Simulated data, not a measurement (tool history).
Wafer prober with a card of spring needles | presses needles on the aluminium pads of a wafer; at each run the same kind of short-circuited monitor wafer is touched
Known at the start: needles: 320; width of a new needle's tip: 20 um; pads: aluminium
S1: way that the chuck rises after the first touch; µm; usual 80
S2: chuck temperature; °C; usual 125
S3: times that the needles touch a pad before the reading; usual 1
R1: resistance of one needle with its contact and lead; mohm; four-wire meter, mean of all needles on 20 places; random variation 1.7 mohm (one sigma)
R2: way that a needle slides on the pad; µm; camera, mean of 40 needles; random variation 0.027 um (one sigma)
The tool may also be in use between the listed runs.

run 1 hour=0.0 | S1=80 S2=125 S3=1 | R1=171 R2=15.45
-- hour=2.3 tips cleaned on abrasive film
run 2 hour=9.2 | S1=80 S2=125 S3=1 | R1=171 R2=15.41
-- hour=10.5 tips cleaned on abrasive film
-- hour=18.1 tips cleaned on abrasive film
run 3 hour=20.6 | S1=80 S2=125 S3=1 | R1=173 R2=15.40
-- hour=26.1 tips cleaned on abrasive film
-- hour=33.8 tips cleaned on abrasive film
run 4 hour=35.7 | S1=80 S2=46 S3=1 | R1=150 R2=15.39
-- hour=41.3 tips cleaned on abrasive film
-- hour=49.3 tips cleaned on abrasive film
run 5 hour=51.2 | S1=80 S2=46 S3=2 | R1=157 R2=15.42
-- hour=57.5 tips cleaned on abrasive film
run 6 hour=63.5 | S1=80 S2=46 S3=2 | R1=155 R2=15.40
-- hour=65.6 tips cleaned on abrasive film
-- hour=73.7 tips cleaned on abrasive film
run 7 hour=77.0 | S1=80 S2=46 S3=2 | R1=158 R2=15.42
-- hour=82.2 tips cleaned on abrasive film
run 8 hour=87.2 | S1=73 S2=125 S3=1 | R1=175 R2=14.03
-- hour=90.0 tips cleaned on abrasive film
-- hour=98.1 tips cleaned on abrasive film
run 9 hour=100.7 | S1=73 S2=125 S3=1 | R1=173 R2=14.03
-- hour=105.6 tips cleaned on abrasive film
-- hour=113.0 tips cleaned on abrasive film
run 10 hour=115.4 | S1=73 S2=125 S3=1 | R1=171 R2=14.08
-- hour=120.5 tips cleaned on abrasive film
run 11 hour=122.1 | S1=73 S2=125 S3=1 | R1=174 R2=14.10
-- hour=128.1 tips cleaned on abrasive film
run 12 hour=132.4 | S1=96 S2=41 S3=1 | R1=152 R2=18.52
-- hour=135.6 tips cleaned on abrasive film
-- hour=143.1 tips cleaned on abrasive film
run 13 hour=143.1 | S1=99 S2=37 S3=1 | R1=149 R2=19.12
-- hour=150.7 tips cleaned on abrasive film
run 14 hour=154.1 | S1=62 S2=48 S3=2 | R1=161 R2=11.95
-- hour=158.8 tips cleaned on abrasive film
run 15 hour=163.5 | S1=62 S2=48 S3=2 | R1=165 R2=11.93
-- hour=167.1 tips cleaned on abrasive film
run 16 hour=169.8 | S1=75 S2=28 S3=1 | R1=155 R2=14.41
-- hour=174.7 tips cleaned on abrasive film
-- hour=182.9 tips cleaned on abrasive film
run 17 hour=183.4 | S1=68 S2=27 S3=1 | R1=157 R2=13.06
-- hour=191.3 tips cleaned on abrasive film
run 18 hour=192.5 | S1=78 S2=76 S3=2 | R1=160 R2=14.98
-- hour=199.8 tips cleaned on abrasive film
run 19 hour=203.9 | S1=78 S2=76 S3=2 | R1=159 R2=15.03
-- hour=207.6 tips cleaned on abrasive film
run 20 hour=213.1 | S1=85 S2=76 S3=2 | R1=161 R2=16.35

4 ways to go on from here, each from the tool as it stands after run 20. What would each give?
-- hour=215.3 tips cleaned on abrasive film
-- hour=223.1 tips cleaned on abrasive film
run A hour=227.9 | S1=84 S2=115 S3=1 | R1=? R2=?
-- hour=215.3 tips cleaned on abrasive film
-- hour=223.1 tips cleaned on abrasive film
run B hour=227.9 | S1=78 S2=76 S3=2 | R1=? R2=?
-- hour=215.3 tips cleaned on abrasive film
-- hour=223.1 tips cleaned on abrasive film
run C hour=227.9 | S1=78 S2=46 S3=2 | R1=? R2=?
-- hour=215.3 tips cleaned on abrasive film
-- hour=223.1 tips cleaned on abrasive film
run D hour=227.9 | S1=66 S2=125 S3=1 | R1=? R2=?

run=A R1=166 R2=16.13
run=B R1=162 R2=15.05
run=C R1=154 R2=14.99
run=D R1=176 R2=12.74
Without the tool's hidden state the same runs would have given:
run=A R1=166 R2=16.13
run=B R1=162 R2=15.05
run=C R1=154 R2=14.99
run=D R1=175 R2=12.74
